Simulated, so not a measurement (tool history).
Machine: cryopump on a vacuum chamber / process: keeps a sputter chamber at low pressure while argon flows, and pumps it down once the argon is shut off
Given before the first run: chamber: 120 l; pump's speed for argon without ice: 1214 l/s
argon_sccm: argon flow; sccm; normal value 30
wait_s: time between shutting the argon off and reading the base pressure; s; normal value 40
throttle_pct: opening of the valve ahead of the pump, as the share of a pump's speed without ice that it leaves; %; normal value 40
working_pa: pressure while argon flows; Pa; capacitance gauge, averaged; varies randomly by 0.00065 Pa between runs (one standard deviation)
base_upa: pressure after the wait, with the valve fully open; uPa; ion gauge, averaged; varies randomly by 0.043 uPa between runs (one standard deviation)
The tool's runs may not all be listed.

run,hour,argon_sccm,wait_s,throttle_pct,working_pa,base_upa
1,0,30,40,40,0.1097,4.58
2,62.5,30,40,40,0.11,4.58
3,118,30,177,40,0.1126,2.89
4,188.4,30,40,40,0.1118,4.73
5,249.8,22,40,40,0.0818,5
6,291.5,30,40,40,0.1128,4.95
7,333.2,30,40,40,0.1141,5
# hour 389.2: leaking fittings of the chamber tightened, without venting
# hour 424.8: pump warmed up, emptied and cooled again
8,426.3,30,40,40,0.1041,2.61
9,482.4,30,40,40,0.1062,2.58
10,570.3,30,40,40,0.1069,2.61
11,644.6,30,40,40,0.1069,2.74
12,704.7,30,151,40,0.1094,1.06
13,751,30,75,40,0.1089,1.69
14,841.7,30,75,40,0.1097,1.78
15,913.1,15,40,40,0.055,2.93
16,986.1,14,35,36,0.0564,3.31
17,1054.2,32,38,36,0.1322,3.14
18,1107.7,32,38,36,0.1339,3.19
19,1169.2,38,137,19,0.2907,1.46
# hour 1231.8: pump warmed up, emptied and cooled again
20,1238.5,34,142,24,0.1993,1.39

Run 21 comes next. What will it give?
21,1303,30,29,40,?,?

working_pa: 0.1063 Pa
base_upa: 3.91 uPa
With no hidden state in the tool, this same run would have given working_pa 0.1049 Pa, base_upa 3.41 uPa.

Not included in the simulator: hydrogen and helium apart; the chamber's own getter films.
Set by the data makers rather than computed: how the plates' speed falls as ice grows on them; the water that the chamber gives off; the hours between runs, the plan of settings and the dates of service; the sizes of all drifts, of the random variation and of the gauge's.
